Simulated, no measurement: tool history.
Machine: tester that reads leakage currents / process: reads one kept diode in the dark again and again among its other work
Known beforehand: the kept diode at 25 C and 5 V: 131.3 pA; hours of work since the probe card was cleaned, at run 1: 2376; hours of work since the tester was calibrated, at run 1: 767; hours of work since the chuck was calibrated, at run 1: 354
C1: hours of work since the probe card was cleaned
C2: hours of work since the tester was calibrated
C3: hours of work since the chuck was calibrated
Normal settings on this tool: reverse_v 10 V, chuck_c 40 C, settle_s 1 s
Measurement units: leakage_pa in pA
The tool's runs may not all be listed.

run 1 hour=0 | reverse_v=10 chuck_c=40 settle_s=1 | C1=2376 C2=767 C3=354 | leakage_pa=651.87
run 2 hour=30.3 | reverse_v=10 chuck_c=40 settle_s=1 | C1=2393 C2=784 C3=371 | leakage_pa=657
run 3 hour=54.2 | reverse_v=10 chuck_c=40 settle_s=1 | C1=2406 C2=797 C3=384 | leakage_pa=655.31
run 4 hour=77.8 | reverse_v=10 chuck_c=40 settle_s=1 | C1=2419 C2=810 C3=397 | leakage_pa=660.73
run 5 hour=106 | reverse_v=10 chuck_c=40 settle_s=1 | C1=2434 C2=825 C3=413 | leakage_pa=665.24
run 6 hour=126.4 | reverse_v=10 chuck_c=40 settle_s=1 | C1=2446 C2=837 C3=424 | leakage_pa=668.7
run 7 hour=146.9 | reverse_v=10 chuck_c=40 settle_s=1 | C1=2457 C2=848 C3=435 | leakage_pa=670.11
run 8 hour=171.2 | reverse_v=10 chuck_c=40 settle_s=1 | C1=2470 C2=862 C3=449 | leakage_pa=674.87
-- hour=174.8 chuck's temperature calibrated
run 9 hour=196.2 | reverse_v=10 chuck_c=40 settle_s=1 | C1=2483 C2=874 C3=12 | leakage_pa=686.85
run 10 hour=230.5 | reverse_v=10 chuck_c=40 settle_s=1 | C1=2502 C2=893 C3=31 | leakage_pa=690.36
run 11 hour=259.1 | reverse_v=2.6 chuck_c=40 settle_s=1.23 | C1=2518 C2=909 C3=47 | leakage_pa=396.12
run 12 hour=278.9 | reverse_v=3.8 chuck_c=40 settle_s=1.49 | C1=2529 C2=920 C3=58 | leakage_pa=463.5
run 13 hour=310.4 | reverse_v=2.9 chuck_c=40 settle_s=1.49 | C1=2546 C2=937 C3=75 | leakage_pa=416.29
-- hour=318.7 chuck's temperature calibrated, once more
run 14 hour=339.5 | reverse_v=5.4 chuck_c=22 settle_s=1 | C1=2561 C2=952 C3=11 | leakage_pa=114.91
run 15 hour=354.3 | reverse_v=10 chuck_c=22 settle_s=1 | C1=2570 C2=961 C3=20 | leakage_pa=153.07
run 16 hour=382.2 | reverse_v=7.2 chuck_c=40 settle_s=0.31 | C1=2585 C2=976 C3=35 | leakage_pa=533.69
run 17 hour=405.1 | reverse_v=10 chuck_c=31 settle_s=0.94 | C1=2598 C2=989 C3=48 | leakage_pa=309.48
run 18 hour=427.5 | reverse_v=13.9 chuck_c=28 settle_s=1 | C1=2610 C2=1001 C3=60 | leakage_pa=286.23
run 19 hour=447.9 | reverse_v=15.8 chuck_c=30 settle_s=0.38 | C1=2621 C2=1012 C3=71 | leakage_pa=360.46

Here are 5 independent what-if runs from the current tool condition. What would each one return?
run A hour=463.5 | reverse_v=3 chuck_c=40 settle_s=1 | C1=2630 C2=1021 C3=80 | leakage_pa=?
run B hour=463.5 | reverse_v=4.4 chuck_c=50 settle_s=2.29 | C1=2630 C2=1021 C3=80 | leakage_pa=?
run C hour=463.5 | reverse_v=19.3 chuck_c=31 settle_s=0.6 | C1=2630 C2=1021 C3=80 | leakage_pa=?
run D hour=463.5 | reverse_v=10 chuck_c=26 settle_s=1.12 | C1=2630 C2=1021 C3=80 | leakage_pa=?
run E hour=463.5 | reverse_v=15.8 chuck_c=48 settle_s=3.51 | C1=2630 C2=1021 C3=80 | leakage_pa=?

run=A leakage_pa=375.12
run=B leakage_pa=914.7
run=C leakage_pa=418.2
run=D leakage_pa=212.22
run=E leakage_pa=1333.5
With the hidden condition removed and each run's random variation left untouched, the same runs would have given:
run=A leakage_pa=359.17
run=B leakage_pa=881.18
run=C leakage_pa=379.6
run=D leakage_pa=192
run=E leakage_pa=1272.19

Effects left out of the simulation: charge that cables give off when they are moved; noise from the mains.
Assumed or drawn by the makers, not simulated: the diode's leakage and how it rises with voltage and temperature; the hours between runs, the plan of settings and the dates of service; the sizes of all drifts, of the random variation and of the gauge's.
